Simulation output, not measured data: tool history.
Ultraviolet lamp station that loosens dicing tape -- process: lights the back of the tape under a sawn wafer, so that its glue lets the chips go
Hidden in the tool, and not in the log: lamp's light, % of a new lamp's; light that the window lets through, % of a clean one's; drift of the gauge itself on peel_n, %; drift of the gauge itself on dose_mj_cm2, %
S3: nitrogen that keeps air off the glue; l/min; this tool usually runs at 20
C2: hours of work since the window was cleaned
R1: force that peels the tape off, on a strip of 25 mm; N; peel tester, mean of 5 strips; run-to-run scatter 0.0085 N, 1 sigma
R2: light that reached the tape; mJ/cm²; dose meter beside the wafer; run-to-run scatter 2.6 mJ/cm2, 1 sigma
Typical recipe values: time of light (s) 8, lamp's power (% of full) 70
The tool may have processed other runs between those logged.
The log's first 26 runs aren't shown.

run 27 hour=213.9 | time_of_light_(s)=8 lamp's_power_(%_of_full)=72 S3=15 | hours_of_work_of_the_lamp=393 C2=369 | R1=0.511 R2=285
run 28 hour=220.4 | time_of_light_(s)=8 lamp's_power_(%_of_full)=72 S3=15 | hours_of_work_of_the_lamp=398 C2=374 | R1=0.525 R2=287
run 29 hour=230.9 | time_of_light_(s)=8 lamp's_power_(%_of_full)=72 S3=15 | hours_of_work_of_the_lamp=406 C2=382 | R1=0.522 R2=285
run 30 hour=238.8 | time_of_light_(s)=5 lamp's_power_(%_of_full)=94 S3=20 | hours_of_work_of_the_lamp=412 C2=389 | R1=0.640 R2=234
run 31 hour=246.5 | time_of_light_(s)=8 lamp's_power_(%_of_full)=98 S3=20 | hours_of_work_of_the_lamp=418 C2=395 | R1=0.227 R2=389
run 32 hour=254.6 | time_of_light_(s)=8 lamp's_power_(%_of_full)=98 S3=20 | hours_of_work_of_the_lamp=425 C2=401 | R1=0.249 R2=384
run 33 hour=259.8 | time_of_light_(s)=8 lamp's_power_(%_of_full)=98 S3=20 | hours_of_work_of_the_lamp=429 C2=405 | R1=0.244 R2=389
run 34 hour=269.4 | time_of_light_(s)=8 lamp's_power_(%_of_full)=71 S3=16 | hours_of_work_of_the_lamp=436 C2=413 | R1=0.523 R2=283
run 35 hour=278.9 | time_of_light_(s)=8 lamp's_power_(%_of_full)=69 S3=29 | hours_of_work_of_the_lamp=444 C2=420 | R1=0.376 R2=276
run 36 hour=284.8 | time_of_light_(s)=8 lamp's_power_(%_of_full)=69 S3=29 | hours_of_work_of_the_lamp=448 C2=425 | R1=0.392 R2=270

Below are 4 alternative next runs, each starting from the tool's condition after run 36. Predict each:
run A hour=293.3 | time_of_light_(s)=5 lamp's_power_(%_of_full)=70 S3=20 | hours_of_work_of_the_lamp=455 C2=431 | R1=? R2=?
run B hour=293.3 | time_of_light_(s)=8 lamp's_power_(%_of_full)=69 S3=29 | hours_of_work_of_the_lamp=455 C2=431 | R1=? R2=?
run C hour=293.3 | time_of_light_(s)=8 lamp's_power_(%_of_full)=97 S3=7 | hours_of_work_of_the_lamp=455 C2=431 | R1=? R2=?
run D hour=293.3 | time_of_light_(s)=8 lamp's_power_(%_of_full)=66 S3=20 | hours_of_work_of_the_lamp=455 C2=431 | R1=? R2=?

run=A R1=1.104 R2=176
run=B R1=0.381 R2=268
run=C R1=0.494 R2=379
run=D R1=0.533 R2=258
Had the tool no hidden state, the same runs would have come out as:
run=A R1=0.856 R2=204
run=B R1=0.282 R2=311
run=C R1=0.362 R2=441
run=D R1=0.392 R2=300
